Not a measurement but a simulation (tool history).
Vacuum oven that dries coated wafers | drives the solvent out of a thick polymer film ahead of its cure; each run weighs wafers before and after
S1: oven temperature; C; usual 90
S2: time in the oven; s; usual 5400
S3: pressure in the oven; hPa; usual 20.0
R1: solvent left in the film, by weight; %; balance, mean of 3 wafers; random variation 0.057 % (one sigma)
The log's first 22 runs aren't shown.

run 23 hour=1086.0 | S1=80 S2=5400 S3=55.7 | R1=6.63
run 24 hour=1137.8 | S1=93 S2=5400 S3=20.0 | R1=2.55
run 25 hour=1190.6 | S1=90 S2=4560 S3=62.8 | R1=4.76
run 26 hour=1221.5 | S1=103 S2=6060 S3=34.7 | R1=1.21
run 27 hour=1271.6 | S1=88 S2=9000 S3=17.2 | R1=1.95
run 28 hour=1331.7 | S1=88 S2=9000 S3=17.2 | R1=2.00
run 29 hour=1376.2 | S1=95 S2=3600 S3=53.3 | R1=4.05
run 30 hour=1427.0 | S1=78 S2=2760 S3=53.3 | R1=8.62
run 31 hour=1482.2 | S1=77 S2=2760 S3=15.1 | R1=8.00
run 32 hour=1547.9 | S1=81 S2=3180 S3=10.5 | R1=6.70
run 33 hour=1593.2 | S1=86 S2=5400 S3=58.0 | R1=5.29
run 34 hour=1655.2 | S1=90 S2=5400 S3=33.1 | R1=3.57
run 35 hour=1689.7 | S1=82 S2=5400 S3=33.1 | R1=5.49

4 ways to go on from here, each from the tool as it stands after run 35. What would each give?
run A hour=1731.8 | S1=93 S2=6720 S3=52.4 | R1=?
run B hour=1731.8 | S1=96 S2=6600 S3=20.0 | R1=?
run C hour=1731.8 | S1=90 S2=3600 S3=54.7 | R1=?
run D hour=1731.8 | S1=104 S2=4200 S3=10.7 | R1=?

run=A R1=2.89
run=B R1=1.65
run=C R1=5.42
run=D R1=1.29
Without the tool's hidden state the same runs would have given:
run=A R1=2.54
run=B R1=1.36
run=C R1=5.05
run=D R1=1.06
